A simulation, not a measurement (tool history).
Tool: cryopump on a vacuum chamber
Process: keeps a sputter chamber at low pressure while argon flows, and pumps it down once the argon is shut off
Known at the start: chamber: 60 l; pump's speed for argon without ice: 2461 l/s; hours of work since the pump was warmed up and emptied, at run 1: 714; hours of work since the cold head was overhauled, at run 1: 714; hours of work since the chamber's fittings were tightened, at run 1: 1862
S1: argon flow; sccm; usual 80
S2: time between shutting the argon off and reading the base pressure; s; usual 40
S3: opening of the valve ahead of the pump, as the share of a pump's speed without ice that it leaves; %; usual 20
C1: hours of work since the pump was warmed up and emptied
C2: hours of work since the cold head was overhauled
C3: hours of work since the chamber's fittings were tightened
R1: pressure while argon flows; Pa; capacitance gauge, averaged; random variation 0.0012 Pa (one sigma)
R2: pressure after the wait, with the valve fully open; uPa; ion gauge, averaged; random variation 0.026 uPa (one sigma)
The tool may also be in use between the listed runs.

run,day,S1,S2,S3,C1,C2,C3,R1,R2
1,0.000,80,40,20,714,714,1862,0.2864,1.56
2,0.875,80,40,20,725,725,1873,0.2844,1.58
3,1.783,94,40,20,736,736,1884,0.3342,1.65
4,2.883,80,40,20,750,750,1898,0.2877,1.60
5,3.629,80,40,20,759,759,1907,0.2866,1.61
6,5.071,80,40,20,776,776,1925,0.2832,1.67
7,6.046,80,40,20,788,788,1937,0.2851,1.61
8,7.121,80,40,20,802,802,1950,0.2853,1.59
9,8.758,35,40,20,822,822,1970,0.1267,1.61
# day 9.325: pump warmed up, emptied and cooled again
10,10.725,35,40,21,17,843,1991,0.1156,1.49
11,12.012,35,40,21,33,859,2007,0.1146,1.51
12,12.954,35,40,21,45,871,2019,0.1146,1.50
13,13.988,80,43,20,57,883,2031,0.2759,1.46
14,15.475,80,40,20,75,902,2050,0.2764,1.48
15,16.217,80,40,20,85,911,2059,0.2758,1.56
16,17.642,80,40,20,102,928,2076,0.2785,1.57
17,18.475,80,40,32,112,938,2087,0.1741,1.62
18,19.942,80,40,32,130,956,2105,0.1746,1.47
19,21.283,80,40,22,147,973,2121,0.2515,1.56
20,22.608,80,40,22,163,989,2137,0.2519,1.56
21,24.162,57,40,37,182,1008,2156,0.1085,1.62
22,25.933,80,96,20,204,1030,2178,0.2794,0.97
23,27.321,129,180,29,221,1047,2195,0.3121,0.78
# day 27.929: leaking fittings of the chamber tightened, without venting
24,28.129,129,180,29,230,1056,2,0.3127,0.36
25,29.288,75,122,29,244,1070,17,0.1804,0.44
26,30.850,52,40,33,263,1089,36,0.1115,1.18
27,32.212,112,23,15,280,1106,53,0.5184,1.92
28,33.262,127,23,59,293,1119,65,0.1548,1.97
29,34.321,127,23,59,306,1132,78,0.1556,1.95
30,35.750,134,85,34,323,1149,96,0.2789,0.63
31,36.725,105,85,52,335,1161,108,0.1456,0.59
32,38.071,105,85,52,352,1178,124,0.1458,0.64
33,39.200,80,105,26,366,1192,138,0.2174,0.59

Some steps in R1 between neighbouring runs. How much of each would the tool show without its hidden state too (settings, what came in, random variation), and how much is left for the hidden state, with any gauge scatter that isn't in both results?
The hidden state here: pump's speed, % of a pump's without ice; cold plate's temperature, K; leak into the chamber, uPa l/s; drift of the gauge itself on working_pa, %; drift of the gauge itself on base_upa, %.
Run 8 -> 9: S1 80 -> 35. R1 -0.1586 Pa: hidden state -0.0067, all else -0.1519.
Run 9 -> 10: S3 20 -> 21, pump warmed up, emptied and cooled again. R1 -0.0111 Pa: hidden state -0.0050, all else -0.0061.
Run 21 -> 22: S1 57 -> 80, S2 40 -> 96, S3 37 -> 20. R1 +0.1709 Pa: hidden state +0.0012, all else +0.1697.
Run 26 -> 27: S1 52 -> 112, S2 40 -> 23, S3 33 -> 15. R1 +0.4069 Pa: hidden state +0.0035, all else +0.4034.
Run 27 -> 28: S1 112 -> 127, S3 15 -> 59. R1 -0.3636 Pa: hidden state +0.0012, all else -0.3648.
